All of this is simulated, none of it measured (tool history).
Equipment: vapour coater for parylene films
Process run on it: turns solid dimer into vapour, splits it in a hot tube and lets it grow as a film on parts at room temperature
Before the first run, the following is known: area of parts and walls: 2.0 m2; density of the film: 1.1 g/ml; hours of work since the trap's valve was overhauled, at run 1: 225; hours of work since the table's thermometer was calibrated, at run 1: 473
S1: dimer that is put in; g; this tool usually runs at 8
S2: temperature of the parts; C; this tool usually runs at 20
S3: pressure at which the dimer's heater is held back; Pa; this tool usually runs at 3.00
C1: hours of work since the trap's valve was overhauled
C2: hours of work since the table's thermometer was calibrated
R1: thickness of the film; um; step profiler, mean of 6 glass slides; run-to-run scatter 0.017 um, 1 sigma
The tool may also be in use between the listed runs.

run     day  S1  S2     S3   C1   C2    R1
  1   0.000   8  20   3.00  225  473  2.29
  2   1.017   8  20   3.00  240  488  2.28
  3   2.200   8  20   3.00  257  505  2.29
  4   2.875   8  20   3.00  267  515  2.25
  5   3.404   8  20   3.00  275  523  2.28
  6   4.258   8  20   3.00  287  535  2.26
  7   5.017   8  20   3.00  298  546  2.24
  8   5.762   8  20   3.00  309  557  2.23
  9   6.908   8  20   3.00  326  574  2.23
 10   7.583   8  23   3.00  336  584  1.96
 11   8.438   8  23   3.00  348  596  1.92
 12   9.696   8  23   3.00  366  614  1.95
 13  10.329   8  23   3.00  376  624  1.91
 14  11.433   8  20   3.29  392  640  2.19
 15  12.242   3  17   3.40  404  651  0.92
     12.525  -- trap's valve overhauled
 16  13.254   3  17   3.40   11  664  0.90
 17  14.479   3  28   3.66   28  682  0.54
     15.504  -- trap's valve overhauled, once more
 18  15.767   3  28   3.66    4  698  0.62
 19  16.771   5  13   2.22   18  713  2.18
 20  17.879  12  32   2.47   35  729  2.18
 21  18.908   9  18   2.47   50  744  3.05
 22  19.458   9  18   2.47   58  752  3.07
 23  20.588   8  18   2.47   74  768  2.71
 24  21.283   5  15  10.64   84  778  1.74
 25  22.517   7  18   2.39  102  796  2.34
 26  23.075   7  18   2.39  110  804  2.34
 27  23.971   4  20   3.42  123  817  1.18

Take each entry between the runs: how does the hidden state at the last listed run before it differ from the hidden state at the first listed run after it?
In the gap between runs 15 and 16: trap's valve overhauled (day 12.525)
  vapour lost through the trap's worn valve, %: 12.3 -> 14.8; true temperature of the parts over the reading, C: -0.12 -> -0.13
  what was measured, less what the result would be without the hidden state, R1: -0.12 -> -0.15 um
In the gap between runs 17 and 18: trap's valve overhauled, once more (day 15.504)
  vapour lost through the trap's worn valve, %: 15.3 -> 0.4
  what was measured, less what the result would be without the hidden state, R1: -0.09 -> +0.00 um
